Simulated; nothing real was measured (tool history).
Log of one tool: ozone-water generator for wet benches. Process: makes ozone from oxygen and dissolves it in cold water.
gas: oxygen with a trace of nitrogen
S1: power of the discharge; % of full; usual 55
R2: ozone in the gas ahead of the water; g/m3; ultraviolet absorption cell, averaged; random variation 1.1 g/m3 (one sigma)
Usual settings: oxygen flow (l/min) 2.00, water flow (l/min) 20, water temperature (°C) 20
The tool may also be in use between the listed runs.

Run 1, hour 0.0: usual settings. Result: dissolved ozone (ppm) 11.6, R2 196.0 g/m3.
Run 2, hour 48.2: usual settings. Result: dissolved ozone (ppm) 11.4, R2 193.7 g/m3.
Run 3, hour 117.3: usual settings. Result: dissolved ozone (ppm) 11.5, R2 196.0 g/m3.
Run 4, hour 190.0: usual settings. Result: dissolved ozone (ppm) 11.6, R2 195.9 g/m3.
Run 5, hour 239.9: usual settings. Result: dissolved ozone (ppm) 11.4, R2 195.3 g/m3.
Run 6, hour 309.3: usual settings. Result: dissolved ozone (ppm) 11.4, R2 193.9 g/m3.
Run 7, hour 362.3: usual settings. Result: dissolved ozone (ppm) 11.2, R2 193.5 g/m3.
Run 8, hour 396.9: usual settings. Result: dissolved ozone (ppm) 11.3, R2 194.4 g/m3.
Run 9, hour 474.0: usual settings. Result: dissolved ozone (ppm) 11.3, R2 193.4 g/m3.
Run 10, hour 547.5: usual settings. Result: dissolved ozone (ppm) 11.0, R2 195.8 g/m3.
Run 11, hour 594.3: usual settings. Result: dissolved ozone (ppm) 11.3, R2 191.8 g/m3.
Run 12, hour 665.6: usual settings but water flow (l/min) 14. Result: dissolved ozone (ppm) 15.4, R2 193.3 g/m3.
Run 13, hour 738.0: usual settings but water flow (l/min) 14. Result: dissolved ozone (ppm) 15.2, R2 194.7 g/m3.
Run 14, hour 772.2: usual settings but water flow (l/min) 14. Result: dissolved ozone (ppm) 15.3, R2 194.7 g/m3.
Run 15, hour 827.2: usual settings but water flow (l/min) 14. Result: dissolved ozone (ppm) 15.2, R2 192.0 g/m3.
Run 16, hour 870.6: usual settings. Result: dissolved ozone (ppm) 11.2, R2 192.9 g/m3.
Run 17, hour 902.0: usual settings but oxygen flow (l/min) 1.62. Result: dissolved ozone (ppm) 10.3, R2 205.1 g/m3.
Run 18, hour 953.0: usual settings but S1 43 % of full, oxygen flow (l/min) 1.51. Result: dissolved ozone (ppm) 8.0, R2 168.7 g/m3.
Run 19, hour 1011.6: usual settings but S1 43 % of full, oxygen flow (l/min) 1.51. Result: dissolved ozone (ppm) 7.9, R2 166.0 g/m3.
Run 20, hour 1066.5: usual settings but S1 43 % of full, oxygen flow (l/min) 1.51. Result: dissolved ozone (ppm) 7.6, R2 169.2 g/m3.
Run 21, hour 1132.9: usual settings but S1 73 % of full, oxygen flow (l/min) 1.88, water flow (l/min) 23, water temperature (°C) 23. Result: dissolved ozone (ppm) 11.7, R2 249.1 g/m3.
Run 22, hour 1168.9: usual settings but S1 79 % of full, oxygen flow (l/min) 1.88, water flow (l/min) 23, water temperature (°C) 23. Result: dissolved ozone (ppm) 12.8, R2 264.9 g/m3.
Run 23, hour 1230.0: usual settings but water temperature (°C) 21. Result: dissolved ozone (ppm) 11.0, R2 190.1 g/m3.
Run 24, hour 1294.8: usual settings but S1 65 % of full, water temperature (°C) 13. Result: dissolved ozone (ppm) 13.4, R2 218.5 g/m3.
Run 25, hour 1345.1: usual settings but S1 65 % of full, water temperature (°C) 13. Result: dissolved ozone (ppm) 13.5, R2 219.1 g/m3.
Run 26, hour 1389.1: usual settings but oxygen flow (l/min) 2.99. Result: dissolved ozone (ppm) 13.1, R2 167.6 g/m3.
Run 27, hour 1448.3: usual settings but oxygen flow (l/min) 1.78. Result: dissolved ozone (ppm) 10.5, R2 197.0 g/m3.
Run 28, hour 1510.3: usual settings but S1 42 % of full. Result: dissolved ozone (ppm) 8.7, R2 149.3 g/m3.
Run 29, hour 1547.7: usual settings but S1 49 % of full, oxygen flow (l/min) 2.67, water temperature (°C) 24. Result: dissolved ozone (ppm) 10.7, R2 155.8 g/m3.
Run 30, hour 1613.7: usual settings but S1 49 % of full, oxygen flow (l/min) 2.67, water temperature (°C) 24. Result: dissolved ozone (ppm) 10.6, R2 156.5 g/m3.
Run 31, hour 1667.2: usual settings but S1 49 % of full, oxygen flow (l/min) 2.67, water temperature (°C) 24. Result: dissolved ozone (ppm) 10.6, R2 156.0 g/m3.
Run 32, hour 1719.7: usual settings but S1 49 % of full, oxygen flow (l/min) 1.67, water temperature (°C) 24. Result: dissolved ozone (ppm) 8.8, R2 180.7 g/m3.

Measured less the same run without the tool's hidden state. The same run-to-run variation is in both; the gauge's scatter may not be:
The hidden state here: yield of the discharge, % of new electrodes'; contactor's efficiency, % of a clean one's; true water temperature over the reading, C; drift of the gauge itself on ozone_ppm, %; drift of the gauge itself on gas_g_m3, %.
run  dissolved ozone (ppm)     R2
  1                   -0.5   -5.1
  2                   -0.5   -5.2
  3                   -0.5   -5.7
  4                   -0.5   -6.0
  5                   -0.5   -6.2
  6                   -0.6   -6.5
  7                   -0.6   -6.6
  8                   -0.7   -6.9
  9                   -0.6   -7.2
 10                   -0.6   -7.6
 11                   -0.7   -7.6
 12                   -1.0   -8.1
 13                   -1.0   -8.4
 14                   -1.0   -8.6
 15                   -1.0   -8.8
 16                   -0.8   -9.0
 17                   -0.7   -9.7
 18                   -0.4   -5.9
 19                   -0.5   -6.0
 20                   -0.4   -6.2
 21                   -1.2  -17.8
 22                   -1.3  -20.5
 23                   -0.9  -10.6
 24                   -1.3  -15.1
 25                   -1.3  -15.4
 26                   -1.2  -10.1
 27                   -0.9  -12.2
 28                   -0.6   -6.5
 29                   -0.9   -8.7
 30                   -0.9   -8.9
 31                   -0.9   -9.0
 32                   -0.8  -10.8

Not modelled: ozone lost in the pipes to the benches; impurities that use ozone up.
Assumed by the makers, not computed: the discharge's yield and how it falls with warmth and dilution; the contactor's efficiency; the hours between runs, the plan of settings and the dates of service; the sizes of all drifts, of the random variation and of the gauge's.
